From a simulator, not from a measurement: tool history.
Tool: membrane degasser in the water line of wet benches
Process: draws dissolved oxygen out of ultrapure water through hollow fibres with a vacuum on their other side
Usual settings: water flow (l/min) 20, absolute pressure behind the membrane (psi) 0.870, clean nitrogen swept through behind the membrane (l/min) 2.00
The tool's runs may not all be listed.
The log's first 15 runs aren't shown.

run	day	water flow (l/min)	absolute pressure behind the membrane (psi)	clean nitrogen swept through behind the membrane (l/min)	dissolved oxygen in the water behind the degasser (ppb)	pressure that the water loses in the fibres (psi)
16	126.379	20	0.870	1.36	108.1	4.148
17	137.596	20	0.870	1.36	108.9	4.208
18	145.367	14	1.224	1.09	166.0	2.938
# day 146.371: vacuum gauge calibrated
19	151.504	20	1.321	1.24	224.0	4.209
20	158.279	20	1.321	1.24	222.9	4.234
21	166.588	20	1.321	1.24	223.7	4.232
22	172.229	14	1.321	1.10	180.1	2.985
23	179.292	14	1.321	1.10	181.1	2.953
24	185.412	14	1.321	1.10	180.4	2.957
25	192.208	14	1.321	1.10	180.9	3.017
26	198.462	14	1.321	1.10	183.2	3.008
27	204.942	31	1.088	5.18	97.9	6.653
28	211.925	31	1.822	1.49	446.8	6.612
29	220.533	20	1.250	1.75	158.3	4.303
30	227.129	27	1.302	2.89	153.2	5.790
31	232.075	20	1.256	2.00	142.6	4.305
# day 241.338: seals of the vacuum lines changed
32	242.504	20	1.617	1.03	343.8	4.331

3 ways to go on from here, each from the tool as it stands after run 32. What would each give?
A	248.729	32	0.988	2.27	?	?
B	248.729	20	1.617	0.96	?	?
C	248.729	20	0.641	1.03	?	?

run	dissolved oxygen in the water behind the degasser (ppb)	pressure that the water loses in the fibres (psi)
A	156.5	6.982
B	364.2	4.331
C	64.0	4.335
Without the tool's hidden state the same runs would have given:
run	dissolved oxygen in the water behind the degasser (ppb)	pressure that the water loses in the fibres (psi)
A	134.0	6.061
B	356.6	3.762
C	56.3	3.764

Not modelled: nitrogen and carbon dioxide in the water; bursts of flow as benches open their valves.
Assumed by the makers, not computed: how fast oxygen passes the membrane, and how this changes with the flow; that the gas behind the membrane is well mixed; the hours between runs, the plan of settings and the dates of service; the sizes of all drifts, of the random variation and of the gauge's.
